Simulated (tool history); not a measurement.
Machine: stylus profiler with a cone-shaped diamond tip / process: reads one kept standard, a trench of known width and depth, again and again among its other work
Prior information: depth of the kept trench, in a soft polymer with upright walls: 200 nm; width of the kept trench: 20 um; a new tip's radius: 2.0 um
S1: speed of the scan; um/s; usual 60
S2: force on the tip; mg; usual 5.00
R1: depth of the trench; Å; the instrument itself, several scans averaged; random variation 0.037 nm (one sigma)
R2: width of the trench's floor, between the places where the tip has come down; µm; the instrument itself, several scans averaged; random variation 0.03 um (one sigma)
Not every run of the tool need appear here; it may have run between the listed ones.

run 1 hour=0.0 | S1=60 S2=5.00 | R1=2022.0 R2=17.90
run 2 hour=27.5 | S1=60 S2=5.00 | R1=2022.4 R2=17.93
run 3 hour=45.0 | S1=60 S2=5.00 | R1=2022.7 R2=18.01
run 4 hour=65.4 | S1=60 S2=5.00 | R1=2022.6 R2=17.93
run 5 hour=94.0 | S1=60 S2=5.00 | R1=2022.5 R2=17.89
run 6 hour=122.4 | S1=60 S2=5.00 | R1=2021.9 R2=17.93
run 7 hour=150.7 | S1=43 S2=5.00 | R1=2022.0 R2=18.02
run 8 hour=177.9 | S1=43 S2=5.00 | R1=2021.6 R2=17.95
run 9 hour=201.6 | S1=60 S2=5.00 | R1=2022.1 R2=17.90
run 10 hour=215.9 | S1=60 S2=11.80 | R1=2040.8 R2=17.95
run 11 hour=230.4 | S1=60 S2=11.80 | R1=2040.0 R2=17.95
run 12 hour=254.9 | S1=60 S2=11.80 | R1=2040.4 R2=17.91
run 13 hour=269.8 | S1=60 S2=5.00 | R1=2022.2 R2=17.86
run 14 hour=295.2 | S1=60 S2=5.00 | R1=2022.9 R2=17.94
-- hour=297.1 height scale calibrated on a step standard
run 15 hour=314.7 | S1=85 S2=5.00 | R1=2021.4 R2=17.83
run 16 hour=343.4 | S1=85 S2=5.00 | R1=2022.0 R2=17.82
run 17 hour=364.2 | S1=85 S2=5.00 | R1=2021.6 R2=17.85
run 18 hour=390.3 | S1=60 S2=13.63 | R1=2043.7 R2=17.90
run 19 hour=415.9 | S1=60 S2=5.00 | R1=2021.3 R2=17.84
-- hour=425.4 height scale calibrated on a step standard, once more
run 20 hour=434.6 | S1=60 S2=5.00 | R1=2023.2 R2=17.90
run 21 hour=457.5 | S1=60 S2=5.00 | R1=2024.2 R2=17.78
run 22 hour=476.5 | S1=60 S2=5.00 | R1=2023.7 R2=17.90
run 23 hour=494.7 | S1=60 S2=5.00 | R1=2023.8 R2=17.85
run 24 hour=512.6 | S1=60 S2=5.00 | R1=2023.4 R2=17.82
run 25 hour=540.4 | S1=22 S2=4.16 | R1=2020.7 R2=17.84
run 26 hour=562.2 | S1=22 S2=4.16 | R1=2021.2 R2=17.87
run 27 hour=580.6 | S1=18 S2=14.66 | R1=2048.2 R2=17.88
run 28 hour=598.5 | S1=18 S2=14.66 | R1=2047.7 R2=17.87
run 29 hour=625.7 | S1=50 S2=3.89 | R1=2019.6 R2=17.85
run 30 hour=649.7 | S1=50 S2=3.89 | R1=2019.8 R2=17.78
run 31 hour=678.3 | S1=60 S2=5.82 | R1=2025.5 R2=17.80
run 32 hour=708.6 | S1=60 S2=5.82 | R1=2025.5 R2=17.77
run 33 hour=726.7 | S1=143 S2=14.16 | R1=2046.5 R2=17.76
run 34 hour=741.8 | S1=143 S2=14.16 | R1=2047.1 R2=17.72
run 35 hour=770.2 | S1=143 S2=14.16 | R1=2047.6 R2=17.73
run 36 hour=785.9 | S1=60 S2=10.46 | R1=2038.5 R2=17.71
run 37 hour=809.0 | S1=60 S2=10.46 | R1=2037.2 R2=17.80
run 38 hour=822.7 | S1=25 S2=5.00 | R1=2022.3 R2=17.84
run 39 hour=844.6 | S1=34 S2=4.82 | R1=2022.5 R2=17.71
run 40 hour=873.7 | S1=34 S2=1.68 | R1=2010.6 R2=17.75
run 41 hour=890.7 | S1=72 S2=2.20 | R1=2013.5 R2=17.75
run 42 hour=914.5 | S1=72 S2=2.20 | R1=2012.6 R2=17.68
run 43 hour=940.8 | S1=27 S2=9.27 | R1=2034.9 R2=17.81
run 44 hour=970.8 | S1=27 S2=9.27 | R1=2035.2 R2=17.77
run 45 hour=997.4 | S1=27 S2=9.27 | R1=2034.6 R2=17.80
run 46 hour=1016.2 | S1=165 S2=2.51 | R1=2014.4 R2=17.44
run 47 hour=1032.8 | S1=165 S2=2.51 | R1=2013.8 R2=17.48

Alternative continuations, all from the tool just after run 47; predict every row:
run A hour=1057.3 | S1=49 S2=10.36 | R1=? R2=?
run B hour=1057.3 | S1=165 S2=3.45 | R1=? R2=?
run C hour=1057.3 | S1=100 S2=10.37 | R1=? R2=?

run=A R1=2037.7 R2=17.71
run=B R1=2017.9 R2=17.46
run=C R1=2037.7 R2=17.66
With the hidden condition removed and each run's random variation left untouched, the same runs would have given:
run=A R1=2038.6 R2=18.18
run=B R1=2018.7 R2=17.93
run=C R1=2038.6 R2=18.14
